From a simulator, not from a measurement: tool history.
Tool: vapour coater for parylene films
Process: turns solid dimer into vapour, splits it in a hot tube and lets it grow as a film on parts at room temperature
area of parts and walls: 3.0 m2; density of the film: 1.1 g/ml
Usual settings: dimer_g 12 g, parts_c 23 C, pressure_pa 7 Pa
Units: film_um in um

{"run": 1, "hour": 0.0, "dimer_g": 12, "parts_c": 23, "pressure_pa": 7, "film_um": 2.11}
{"run": 2, "hour": 26.8, "dimer_g": 5, "parts_c": 23, "pressure_pa": 7, "film_um": 0.86}
{"run": 3, "hour": 52.8, "dimer_g": 5, "parts_c": 23, "pressure_pa": 7, "film_um": 0.91}
{"run": 4, "hour": 91.0, "dimer_g": 5, "parts_c": 23, "pressure_pa": 7, "film_um": 0.87}
{"run": 5, "hour": 123.5, "dimer_g": 12, "parts_c": 23, "pressure_pa": 7, "film_um": 2.12}
{"run": 6, "hour": 167.2, "dimer_g": 12, "parts_c": 16, "pressure_pa": 7, "film_um": 2.69}
{"run": 7, "hour": 201.7, "dimer_g": 12, "parts_c": 23, "pressure_pa": 7, "film_um": 2.15}
{"run": 8, "hour": 222.1, "dimer_g": 12, "parts_c": 23, "pressure_pa": 7, "film_um": 2.15}
{"run": 9, "hour": 245.8, "dimer_g": 12, "parts_c": 23, "pressure_pa": 7, "film_um": 2.04}
{"run": 10, "hour": 289.1, "dimer_g": 12, "parts_c": 23, "pressure_pa": 7, "film_um": 2.08}
{"hour": 315.3, "done": "trap's valve overhauled"}
{"run": 11, "hour": 318.2, "dimer_g": 6, "parts_c": 16, "pressure_pa": 5.93, "film_um": 1.45}
{"run": 12, "hour": 357.7, "dimer_g": 21, "parts_c": 29, "pressure_pa": 2.94, "film_um": 3.55}
{"run": 13, "hour": 390.9, "dimer_g": 9, "parts_c": 21, "pressure_pa": 11.37, "film_um": 1.78}
{"run": 14, "hour": 412.1, "dimer_g": 15, "parts_c": 18, "pressure_pa": 7, "film_um": 3.4}
{"run": 15, "hour": 435.1, "dimer_g": 15, "parts_c": 18, "pressure_pa": 7, "film_um": 3.41}
{"run": 16, "hour": 458.5, "dimer_g": 15, "parts_c": 18, "pressure_pa": 7, "film_um": 3.4}
{"run": 17, "hour": 493.9, "dimer_g": 8, "parts_c": 17, "pressure_pa": 11.22, "film_um": 1.77}
{"run": 18, "hour": 515.0, "dimer_g": 5, "parts_c": 18, "pressure_pa": 8.38, "film_um": 1.11}
{"run": 19, "hour": 542.6, "dimer_g": 12, "parts_c": 26, "pressure_pa": 7, "film_um": 2.1}

Forecast each of these 4 alternatives for the next run:
{"run": "A", "hour": 585.6, "dimer_g": 22, "parts_c": 18, "pressure_pa": 2.99, "film_um": "?"}
{"run": "B", "hour": 585.6, "dimer_g": 16, "parts_c": 23, "pressure_pa": 7, "film_um": "?"}
{"run": "C", "hour": 585.6, "dimer_g": 13, "parts_c": 20, "pressure_pa": 4.13, "film_um": "?"}
{"run": "D", "hour": 585.6, "dimer_g": 8, "parts_c": 23, "pressure_pa": 7, "film_um": "?"}

run=A film_um=5.33
run=B film_um=3.01
run=C film_um=2.84
run=D film_um=1.52
Without the tool's hidden state the same runs would have given:
run=A film_um=5.42
run=B film_um=3.06
run=C film_um=2.89
run=D film_um=1.54
